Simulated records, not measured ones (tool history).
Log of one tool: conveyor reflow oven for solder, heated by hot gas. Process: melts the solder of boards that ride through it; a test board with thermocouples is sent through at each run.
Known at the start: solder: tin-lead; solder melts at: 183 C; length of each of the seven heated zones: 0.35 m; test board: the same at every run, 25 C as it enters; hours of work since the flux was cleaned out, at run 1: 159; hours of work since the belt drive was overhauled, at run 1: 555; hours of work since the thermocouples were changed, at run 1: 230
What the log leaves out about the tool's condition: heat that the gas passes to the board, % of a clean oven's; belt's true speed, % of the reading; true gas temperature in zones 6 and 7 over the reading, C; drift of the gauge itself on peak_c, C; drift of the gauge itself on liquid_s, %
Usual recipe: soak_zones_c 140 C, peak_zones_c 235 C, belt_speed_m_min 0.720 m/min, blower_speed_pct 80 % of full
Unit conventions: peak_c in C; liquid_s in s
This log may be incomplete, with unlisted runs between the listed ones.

| run | hour | soak_zones_c | peak_zones_c | belt_speed_m_min | blower_speed_pct | hours of work since the flux was cleaned out | hours of work since the belt drive was overhauled | hours of work since the thermocouples were changed | peak_c | liquid_s |
|---|---|---|---|---|---|---|---|---|---|---|
| 1 | 0.0 | 140 | 235 | 0.720 | 80 | 159 | 555 | 230 | 215.7 | 42.9 |
| 2 | 15.8 | 140 | 235 | 0.720 | 80 | 172 | 567 | 242 | 215.4 | 43.3 |
| 3 | 39.2 | 140 | 235 | 0.720 | 80 | 190 | 585 | 260 | 215.1 | 42.8 |
|  | 58.5 | flux residue cleaned out of gas plates and filters |
| 4 | 60.5 | 140 | 235 | 0.720 | 80 | 2 | 598 | 273 | 217.2 | 44.5 |
| 5 | 77.7 | 140 | 235 | 0.696 | 80 | 15 | 612 | 286 | 218.2 | 47.0 |
| 6 | 93.6 | 140 | 248 | 0.720 | 80 | 27 | 624 | 299 | 228.1 | 50.6 |
| 7 | 118.1 | 140 | 233 | 0.720 | 80 | 46 | 643 | 318 | 215.0 | 43.4 |
| 8 | 140.8 | 140 | 233 | 0.720 | 80 | 64 | 661 | 335 | 215.2 | 43.0 |
| 9 | 155.0 | 140 | 235 | 0.720 | 80 | 75 | 672 | 346 | 216.5 | 44.5 |
| 10 | 175.1 | 140 | 235 | 0.720 | 80 | 91 | 687 | 362 | 216.4 | 43.8 |
| 11 | 188.3 | 140 | 235 | 0.720 | 80 | 101 | 698 | 372 | 216.3 | 44.3 |
| 12 | 211.6 | 140 | 235 | 0.720 | 80 | 119 | 716 | 391 | 216.4 | 43.9 |
| 13 | 233.4 | 140 | 235 | 0.720 | 80 | 136 | 733 | 408 | 216.1 | 43.9 |
| 14 | 246.7 | 140 | 235 | 0.720 | 90 | 147 | 743 | 418 | 217.9 | 45.2 |
| 15 | 264.7 | 127 | 235 | 0.720 | 80 | 161 | 757 | 432 | 213.0 | 38.6 |
| 16 | 279.1 | 127 | 235 | 0.720 | 80 | 172 | 768 | 443 | 213.0 | 38.0 |
| 17 | 302.4 | 140 | 235 | 0.720 | 58 | 190 | 787 | 461 | 210.2 | 38.6 |
|  | 321.2 | flux residue cleaned out of gas plates and filters |
| 18 | 321.2 | 126 | 242 | 0.859 | 62 | 0 | 797 | 472 | 207.6 | 26.9 |
| 19 | 334.0 | 155 | 229 | 0.833 | 77 | 10 | 807 | 482 | 211.1 | 38.9 |
| 20 | 347.1 | 140 | 248 | 0.720 | 66 | 20 | 817 | 492 | 225.3 | 48.9 |
| 21 | 359.0 | 136 | 240 | 0.595 | 80 | 29 | 827 | 502 | 227.5 | 60.7 |
| 22 | 376.1 | 140 | 228 | 0.841 | 80 | 43 | 840 | 515 | 206.6 | 31.0 |
| 23 | 393.7 | 153 | 228 | 0.841 | 68 | 56 | 854 | 529 | 206.7 | 34.3 |
| 24 | 418.6 | 153 | 228 | 0.841 | 68 | 76 | 873 | 548 | 206.5 | 33.9 |
| 25 | 440.1 | 153 | 228 | 0.841 | 68 | 93 | 890 | 565 | 206.7 | 34.0 |
| 26 | 452.2 | 136 | 235 | 0.612 | 67 | 102 | 899 | 574 | 219.1 | 53.4 |
| 27 | 474.4 | 143 | 246 | 0.672 | 89 | 119 | 917 | 591 | 231.1 | 56.7 |
| 28 | 491.1 | 140 | 235 | 0.720 | 65 | 132 | 930 | 604 | 213.5 | 41.5 |
| 29 | 505.1 | 140 | 235 | 0.720 | 65 | 143 | 940 | 615 | 213.3 | 41.5 |
| 30 | 528.2 | 140 | 245 | 0.811 | 65 | 161 | 958 | 633 | 216.0 | 37.8 |
| 31 | 542.9 | 140 | 245 | 0.811 | 65 | 173 | 970 | 645 | 215.7 | 38.3 |
| 32 | 563.6 | 140 | 245 | 0.811 | 65 | 189 | 986 | 661 | 215.8 | 37.8 |

Alternative continuations, all from the tool just after run 32; predict every row:
| A | 574.4 | 140 | 245 | 0.582 | 65 | 197 | 994 | 669 | ? | ? |
| B | 574.4 | 151 | 245 | 0.811 | 60 | 197 | 994 | 669 | ? | ? |
| C | 574.4 | 140 | 236 | 0.747 | 65 | 197 | 994 | 669 | ? | ? |

| run | peak_c | liquid_s |
|---|---|---|
| A | 228.8 | 63.6 |
| B | 217.3 | 41.4 |
| C | 212.3 | 39.3 |
What these runs would have given with no unlogged condition in the tool:
| run | peak_c | liquid_s |
|---|---|---|
| A | 228.5 | 61.7 |
| B | 217.3 | 40.3 |
| C | 212.3 | 38.3 |
